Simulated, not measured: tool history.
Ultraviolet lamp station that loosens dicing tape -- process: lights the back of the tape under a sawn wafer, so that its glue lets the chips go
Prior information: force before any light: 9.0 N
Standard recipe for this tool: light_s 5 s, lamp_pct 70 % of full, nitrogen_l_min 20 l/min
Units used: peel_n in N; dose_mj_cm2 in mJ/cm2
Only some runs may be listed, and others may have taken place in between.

run 1 hour=0 | light_s=5 lamp_pct=70 nitrogen_l_min=20 | peel_n=1.284 dose_mj_cm2=308
run 2 hour=16.6 | light_s=3 lamp_pct=70 nitrogen_l_min=20 | peel_n=2.671 dose_mj_cm2=180
run 3 hour=36.6 | light_s=3 lamp_pct=70 nitrogen_l_min=20 | peel_n=2.646 dose_mj_cm2=183
run 4 hour=53.8 | light_s=3 lamp_pct=70 nitrogen_l_min=20 | peel_n=2.755 dose_mj_cm2=175
run 5 hour=67.2 | light_s=5 lamp_pct=70 nitrogen_l_min=20 | peel_n=1.344 dose_mj_cm2=293
run 6 hour=92 | light_s=3 lamp_pct=70 nitrogen_l_min=20 | peel_n=2.749 dose_mj_cm2=177
run 7 hour=104.6 | light_s=3 lamp_pct=70 nitrogen_l_min=20 | peel_n=2.786 dose_mj_cm2=177
run 8 hour=131.3 | light_s=3 lamp_pct=70 nitrogen_l_min=20 | peel_n=2.9 dose_mj_cm2=169
run 9 hour=153.1 | light_s=7 lamp_pct=61 nitrogen_l_min=11 | peel_n=1.497 dose_mj_cm2=343
run 10 hour=165.5 | light_s=5 lamp_pct=70 nitrogen_l_min=14 | peel_n=1.755 dose_mj_cm2=278
run 11 hour=180.1 | light_s=5 lamp_pct=70 nitrogen_l_min=14 | peel_n=1.813 dose_mj_cm2=277
run 12 hour=192.9 | light_s=4 lamp_pct=66 nitrogen_l_min=13 | peel_n=2.646 dose_mj_cm2=209
run 13 hour=206.3 | light_s=4 lamp_pct=72 nitrogen_l_min=38 | peel_n=1.566 dose_mj_cm2=224
run 14 hour=232.7 | light_s=2 lamp_pct=69 nitrogen_l_min=36 | peel_n=3.649 dose_mj_cm2=110
run 15 hour=251.3 | light_s=2 lamp_pct=98 nitrogen_l_min=15 | peel_n=3.614 dose_mj_cm2=146

5 ways to go on from here, each from the tool as it stands after run 15. What would each give?
run A hour=262.9 | light_s=2 lamp_pct=86 nitrogen_l_min=31 | peel_n=? dose_mj_cm2=?
run B hour=262.9 | light_s=9 lamp_pct=73 nitrogen_l_min=7 | peel_n=? dose_mj_cm2=?
run C hour=262.9 | light_s=5 lamp_pct=70 nitrogen_l_min=6 | peel_n=? dose_mj_cm2=?
run D hour=262.9 | light_s=9 lamp_pct=61 nitrogen_l_min=12 | peel_n=? dose_mj_cm2=?
run E hour=262.9 | light_s=2 lamp_pct=98 nitrogen_l_min=18 | peel_n=? dose_mj_cm2=?

run=A peel_n=3.318 dose_mj_cm2=130
run=B peel_n=1.082 dose_mj_cm2=500
run=C peel_n=2.929 dose_mj_cm2=265
run=D peel_n=0.999 dose_mj_cm2=421
run=E peel_n=3.386 dose_mj_cm2=151
Without the tool's unlogged condition, the same runs would have read:
run=A peel_n=2.05 dose_mj_cm2=196
run=B peel_n=0.499 dose_mj_cm2=750
run=C peel_n=1.717 dose_mj_cm2=397
run=D peel_n=0.464 dose_mj_cm2=631
run=E peel_n=2.129 dose_mj_cm2=225

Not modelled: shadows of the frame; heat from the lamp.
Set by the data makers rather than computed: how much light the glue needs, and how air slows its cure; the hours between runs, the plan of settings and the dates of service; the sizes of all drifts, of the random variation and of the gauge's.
